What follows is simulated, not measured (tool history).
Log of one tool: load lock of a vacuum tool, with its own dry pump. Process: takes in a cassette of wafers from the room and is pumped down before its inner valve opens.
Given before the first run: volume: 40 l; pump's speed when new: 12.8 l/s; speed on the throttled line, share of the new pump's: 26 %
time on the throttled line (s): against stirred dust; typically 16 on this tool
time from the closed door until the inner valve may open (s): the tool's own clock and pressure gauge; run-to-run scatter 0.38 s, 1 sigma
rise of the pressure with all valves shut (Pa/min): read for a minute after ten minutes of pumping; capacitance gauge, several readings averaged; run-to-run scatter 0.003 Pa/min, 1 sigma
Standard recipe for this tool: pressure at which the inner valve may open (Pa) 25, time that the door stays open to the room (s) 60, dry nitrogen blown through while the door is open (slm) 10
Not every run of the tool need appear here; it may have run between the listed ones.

run,hour,time on the throttled line (s),pressure at which the inner valve may open (Pa),time that the door stays open to the room (s),dry nitrogen blown through while the door is open (slm),"incoming humidity of the room's air, %",time from the closed door until the inner valve may open (s),rise of the pressure with all valves shut (Pa/min)
1,0,16,25,60,10,45.2,37.6,0.028
2,41.1,16,25,60,10,46.5,38.2,0.029
3,133.5,16,25,60,10,42.8,37.5,0.025
4,209.5,16,25,60,10,42.6,37.7,0.02
5,305.3,16,25,60,10,44.9,37.5,0.026
6,365,16,25,60,19,47.9,37.6,0.028
7,433.7,16,25,60,19,44.7,38.1,0.02
8,529.9,16,25,60,19,42.9,38.3,0.024
9,581.4,12,25,60,19,46.5,35.5,0.018
10,652,16,25,40,10,48.7,38,0.022
11,746.3,16,36,40,10,46.4,37.2,0.017
12,811.4,16,36,40,10,42.9,36.7,0.018
13,857.6,16,47,60,10,45.8,35.8,0.026
14,923.5,16,25,64,10,43.6,37.8,0.032
15,1011.6,16,25,64,10,46.1,37.7,0.027
16,1082.2,16,25,60,10,46.3,37.7,0.024
17,1146.5,16,25,60,10,46.7,37.4,0.03
18,1230.1,16,25,60,10,41.5,38.2,0.024
19,1317.7,16,25,60,10,45.9,37.9,0.028
20,1381.8,17,50,60,10,43.7,37,0.022
21,1476,17,47,60,33,45.1,36.8,0.022
22,1540.5,17,47,60,33,42.7,36.4,0.016
23,1609,17,22,60,14,44.5,39.3,0.024
24,1701.6,17,28,143,8,45.2,38,0.044
25,1747.5,17,23,143,8,45,39,0.051
26,1823,21,43,171,10,47.4,39.8,0.055
27,1902.6,24,25,161,10,46.6,43.5,0.053
28,1992.6,24,25,161,10,45,43.8,0.058
29,2042.5,23,25,60,42,47.2,43.1,0.02
30,2136.6,12,32,67,10,41.8,34,0.024
31,2213.7,16,23,107,10,45.2,38.3,0.036
32,2271.3,16,38,167,9,43.7,36.1,0.054
33,2314.7,29,25,33,11,45.5,47.6,0.015
34,2382.3,10,37,60,13,42.7,32.5,0.02
35,2436.9,17,30,60,36,46.2,38.1,0.015
36,2480.3,12,30,124,14,45.5,34.3,0.037
37,2548.5,16,25,157,23,46.3,38.5,0.036

Branching from run 37: 4 alternative next runs. What would each branch give?
A,2626.3,16,25,91,9,45.5,?,?
B,2626.3,16,25,106,10,46.8,?,?
C,2626.3,16,25,111,10,48.1,?,?
D,2626.3,16,25,29,23,44.9,?,?

run,time from the closed door until the inner valve may open (s),rise of the pressure with all valves shut (Pa/min)
A,37.3,0.033
B,37.8,0.038
C,38.2,0.043
D,37.7,0.011
Without the tool's hidden state the same runs would have given:
run,time from the closed door until the inner valve may open (s),rise of the pressure with all valves shut (Pa/min)
A,37.3,0.032
B,37.8,0.037
C,38.2,0.042
D,37.7,0.01
